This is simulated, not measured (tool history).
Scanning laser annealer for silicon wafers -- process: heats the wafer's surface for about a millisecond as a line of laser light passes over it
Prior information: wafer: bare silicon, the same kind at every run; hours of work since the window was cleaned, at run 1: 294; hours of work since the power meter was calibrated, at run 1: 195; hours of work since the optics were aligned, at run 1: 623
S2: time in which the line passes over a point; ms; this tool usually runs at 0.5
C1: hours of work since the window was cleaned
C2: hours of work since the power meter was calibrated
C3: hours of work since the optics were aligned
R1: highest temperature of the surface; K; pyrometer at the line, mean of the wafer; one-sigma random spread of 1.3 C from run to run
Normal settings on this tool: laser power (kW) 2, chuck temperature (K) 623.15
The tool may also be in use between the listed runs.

Run 1, hour 0: usual settings; C1 294; C2 195; C3 623. Result: R1 1440.15 K.
Run 2, hour 24.8: usual settings; C1 313; C2 214; C3 643. Result: R1 1437.15 K.
Run 3, hour 39.9: usual settings; C1 325; C2 226; C3 655. Result: R1 1439.15 K.
Run 4, hour 63.1: usual settings but chuck temperature (K) 618.15; C1 344; C2 245; C3 673. Result: R1 1431.15 K.
Run 5, hour 76.8: usual settings but chuck temperature (K) 618.15; C1 354; C2 256; C3 684. Result: R1 1431.15 K.
Run 6, hour 94.1: usual settings but chuck temperature (K) 618.15; C1 368; C2 269; C3 698. Result: R1 1429.15 K.
Run 7, hour 111.3: usual settings but chuck temperature (K) 618.15; C1 382; C2 283; C3 712. Result: R1 1428.15 K.
Run 8, hour 132.8: usual settings but chuck temperature (K) 618.15; C1 399; C2 300; C3 729. Result: R1 1429.15 K.
At hour 142.8: window over the wafer cleaned.
Run 9, hour 156.2: usual settings but chuck temperature (K) 618.15; C1 11; C2 317; C3 746. Result: R1 1446.15 K.
Run 10, hour 177: usual settings but laser power (kW) 1.727, S2 0.482 ms, chuck temperature (K) 632.15; C1 27; C2 334; C3 762. Result: R1 1334.15 K.
Run 11, hour 205.6: usual settings but laser power (kW) 1.727, S2 0.482 ms, chuck temperature (K) 632.15; C1 50; C2 356; C3 785. Result: R1 1332.15 K.
Run 12, hour 229.7: usual settings but laser power (kW) 1.836, S2 0.456 ms, chuck temperature (K) 654.15; C1 69; C2 375; C3 804. Result: R1 1372.15 K.
Run 13, hour 247.6: usual settings but laser power (kW) 2.088, S2 0.394 ms, chuck temperature (K) 586.15; C1 83; C2 390; C3 818. Result: R1 1346.15 K.
Run 14, hour 272.3: usual settings but S2 0.355 ms, chuck temperature (K) 630.15; C1 103; C2 409; C3 838. Result: R1 1321.15 K.
Run 15, hour 302.1: usual settings but laser power (kW) 2.127, S2 0.397 ms, chuck temperature (K) 629.15; C1 126; C2 433; C3 861. Result: R1 1405.15 K.
Run 16, hour 318.2: usual settings but laser power (kW) 1.724, S2 0.439 ms, chuck temperature (K) 584.15; C1 139; C2 446; C3 874. Result: R1 1246.15 K.
Run 17, hour 334.4: usual settings but laser power (kW) 2.01, S2 0.363 ms, chuck temperature (K) 591.15; C1 152; C2 458; C3 887. Result: R1 1291.15 K.

Selected run-to-run steps in R1, each split into two signed amounts: the part the tool would show with no hidden state at all (from settings, incoming material and random variation), and the remainder, which goes to the hidden state together with any gauge scatter not common to the measured and the hidden-state-free results:
What the log doesn't record here: light that passes the window, % of a clean one's; laser's true power over the reading, %; width of the line over the set one, %; drift of the gauge itself on peak_c, C.
Run 8 -> 9: window over the wafer cleaned. R1 +17 K: hidden state +15, all else +2.
Run 15 -> 16: laser power (kW) 2.127 -> 1.724, S2 0.397 -> 0.439, chuck temperature (K) 629.15 -> 584.15. R1 -159 K: hidden state +1, all else -160.

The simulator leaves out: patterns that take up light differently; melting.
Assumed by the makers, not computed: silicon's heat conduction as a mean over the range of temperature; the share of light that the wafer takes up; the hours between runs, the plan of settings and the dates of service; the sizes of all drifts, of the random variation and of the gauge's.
